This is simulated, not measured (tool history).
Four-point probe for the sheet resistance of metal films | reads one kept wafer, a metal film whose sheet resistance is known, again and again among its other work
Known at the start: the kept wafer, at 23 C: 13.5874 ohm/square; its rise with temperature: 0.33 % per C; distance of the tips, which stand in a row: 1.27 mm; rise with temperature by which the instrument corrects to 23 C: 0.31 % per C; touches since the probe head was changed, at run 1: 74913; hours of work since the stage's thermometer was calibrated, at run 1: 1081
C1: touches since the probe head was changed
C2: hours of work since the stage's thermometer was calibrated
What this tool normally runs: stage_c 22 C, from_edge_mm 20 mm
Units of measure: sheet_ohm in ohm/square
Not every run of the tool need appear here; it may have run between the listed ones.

{"run": 1, "day": 0.0, "stage_c": 22, "from_edge_mm": 20, "C1": 74913, "C2": 1081, "sheet_ohm": 13.859797}
{"run": 2, "day": 2.062, "stage_c": 22, "from_edge_mm": 20, "C1": 76342, "C2": 1117, "sheet_ohm": 13.860884}
{"run": 3, "day": 3.571, "stage_c": 22, "from_edge_mm": 20, "C1": 77386, "C2": 1143, "sheet_ohm": 13.865862}
{"day": 3.929, "done": "new probe head fitted"}
{"run": 4, "day": 4.892, "stage_c": 22, "from_edge_mm": 20, "C1": 667, "C2": 1166, "sheet_ohm": 13.607242}
{"run": 5, "day": 6.983, "stage_c": 22, "from_edge_mm": 5, "C1": 2116, "C2": 1202, "sheet_ohm": 14.032914}
{"run": 6, "day": 9.846, "stage_c": 22, "from_edge_mm": 5, "C1": 4097, "C2": 1253, "sheet_ohm": 14.037821}
{"run": 7, "day": 11.621, "stage_c": 22, "from_edge_mm": 20, "C1": 5328, "C2": 1284, "sheet_ohm": 13.610076}
{"run": 8, "day": 13.025, "stage_c": 22, "from_edge_mm": 53, "C1": 6299, "C2": 1308, "sheet_ohm": 13.593333}
{"run": 9, "day": 14.454, "stage_c": 22, "from_edge_mm": 12, "C1": 7288, "C2": 1333, "sheet_ohm": 13.671302}
{"run": 10, "day": 17.262, "stage_c": 22, "from_edge_mm": 12, "C1": 9234, "C2": 1383, "sheet_ohm": 13.676811}
{"run": 11, "day": 19.975, "stage_c": 22, "from_edge_mm": 20, "C1": 11114, "C2": 1430, "sheet_ohm": 13.631503}
{"run": 12, "day": 21.154, "stage_c": 22, "from_edge_mm": 20, "C1": 11929, "C2": 1451, "sheet_ohm": 13.631171}
{"run": 13, "day": 22.971, "stage_c": 22, "from_edge_mm": 20, "C1": 13190, "C2": 1483, "sheet_ohm": 13.635541}
{"run": 14, "day": 24.358, "stage_c": 32, "from_edge_mm": 20, "C1": 14149, "C2": 1507, "sheet_ohm": 13.670165}
{"run": 15, "day": 26.562, "stage_c": 22, "from_edge_mm": 20, "C1": 15676, "C2": 1546, "sheet_ohm": 13.644823}
{"run": 16, "day": 29.092, "stage_c": 22, "from_edge_mm": 20, "C1": 17427, "C2": 1590, "sheet_ohm": 13.647123}
{"run": 17, "day": 30.95, "stage_c": 22, "from_edge_mm": 20, "C1": 18716, "C2": 1623, "sheet_ohm": 13.645761}
{"run": 18, "day": 32.525, "stage_c": 22, "from_edge_mm": 20, "C1": 19807, "C2": 1650, "sheet_ohm": 13.64783}
{"run": 19, "day": 35.388, "stage_c": 22, "from_edge_mm": 7, "C1": 21790, "C2": 1701, "sheet_ohm": 13.867417}
{"day": 35.667, "done": "stage's thermometer calibrated"}
{"run": 20, "day": 37.362, "stage_c": 22, "from_edge_mm": 20, "C1": 23143, "C2": 30, "sheet_ohm": 13.645796}
{"run": 21, "day": 40.188, "stage_c": 30, "from_edge_mm": 4, "C1": 25100, "C2": 79, "sheet_ohm": 14.342088}
{"run": 22, "day": 42.171, "stage_c": 23, "from_edge_mm": 49, "C1": 26473, "C2": 114, "sheet_ohm": 13.6353}
{"run": 23, "day": 44.212, "stage_c": 23, "from_edge_mm": 5, "C1": 27886, "C2": 150, "sheet_ohm": 14.092223}
{"run": 24, "day": 45.429, "stage_c": 18, "from_edge_mm": 5, "C1": 28729, "C2": 171, "sheet_ohm": 14.078136}
{"day": 46.529, "done": "stage's thermometer calibrated, once more"}
{"run": 25, "day": 47.571, "stage_c": 22, "from_edge_mm": 5, "C1": 30198, "C2": 18, "sheet_ohm": 14.125247}
{"run": 26, "day": 49.242, "stage_c": 33, "from_edge_mm": 24, "C1": 31356, "C2": 48, "sheet_ohm": 13.720823}
{"run": 27, "day": 50.538, "stage_c": 26, "from_edge_mm": 3, "C1": 32252, "C2": 70, "sheet_ohm": 14.880241}
{"run": 28, "day": 52.383, "stage_c": 32, "from_edge_mm": 31, "C1": 33533, "C2": 103, "sheet_ohm": 13.718318}
{"run": 29, "day": 55.212, "stage_c": 35, "from_edge_mm": 3, "C1": 35492, "C2": 152, "sheet_ohm": 14.912559}
{"run": 30, "day": 57.154, "stage_c": 19, "from_edge_mm": 17, "C1": 36836, "C2": 186, "sheet_ohm": 13.717498}
{"run": 31, "day": 58.646, "stage_c": 30, "from_edge_mm": 7, "C1": 37870, "C2": 213, "sheet_ohm": 13.9527}
{"run": 32, "day": 60.021, "stage_c": 34, "from_edge_mm": 65, "C1": 38821, "C2": 237, "sheet_ohm": 13.724473}
{"run": 33, "day": 61.912, "stage_c": 34, "from_edge_mm": 65, "C1": 40132, "C2": 270, "sheet_ohm": 13.730865}
{"run": 34, "day": 63.675, "stage_c": 34, "from_edge_mm": 65, "C1": 41354, "C2": 301, "sheet_ohm": 13.736086}
{"run": 35, "day": 66.288, "stage_c": 34, "from_edge_mm": 65, "C1": 43163, "C2": 347, "sheet_ohm": 13.735069}
{"run": 36, "day": 69.062, "stage_c": 34, "from_edge_mm": 65, "C1": 45084, "C2": 395, "sheet_ohm": 13.741731}
{"run": 37, "day": 71.412, "stage_c": 34, "from_edge_mm": 65, "C1": 46712, "C2": 436, "sheet_ohm": 13.747063}
{"run": 38, "day": 73.471, "stage_c": 18, "from_edge_mm": 6, "C1": 48137, "C2": 473, "sheet_ohm": 14.025167}
{"run": 39, "day": 75.508, "stage_c": 31, "from_edge_mm": 4, "C1": 49548, "C2": 508, "sheet_ohm": 14.451439}
{"run": 40, "day": 77.108, "stage_c": 31, "from_edge_mm": 21, "C1": 50657, "C2": 536, "sheet_ohm": 13.772487}

How would selected steps in sheet_ohm from run to run divide? Give the signed amount a tool lacking its hidden state would still show from settings, what came in and random variation, and the signed amount left for the hidden state, including any gauge scatter that is not in both of the compared results.
Hidden state present: inner tips' distance over the nominal, %; tips' flats over new ones', %; wafer's true temperature over the reading, C; drift of the gauge itself on sheet_ohm, %.
Run 3 -> 4: new probe head fitted. sheet_ohm -0.25862 ohm/square: hidden state -0.262447, all else +0.003827.
Run 24 -> 25: stage_c 18 -> 22, stage's thermometer calibrated, once more. sheet_ohm +0.047111 ohm/square: hidden state +0.038325, all else +0.008786.
Run 27 -> 28: stage_c 26 -> 32, from_edge_mm 3 -> 31. sheet_ohm -1.161923 ohm/square: hidden state -0.003626, all else -1.158297.
Run 28 -> 29: stage_c 32 -> 35, from_edge_mm 31 -> 3. sheet_ohm +1.194241 ohm/square: hidden state +0.012712, all else +1.181529.
Run 29 -> 30: stage_c 35 -> 19, from_edge_mm 3 -> 17. sheet_ohm -1.195061 ohm/square: hidden state -0.004445, all else -1.190616.
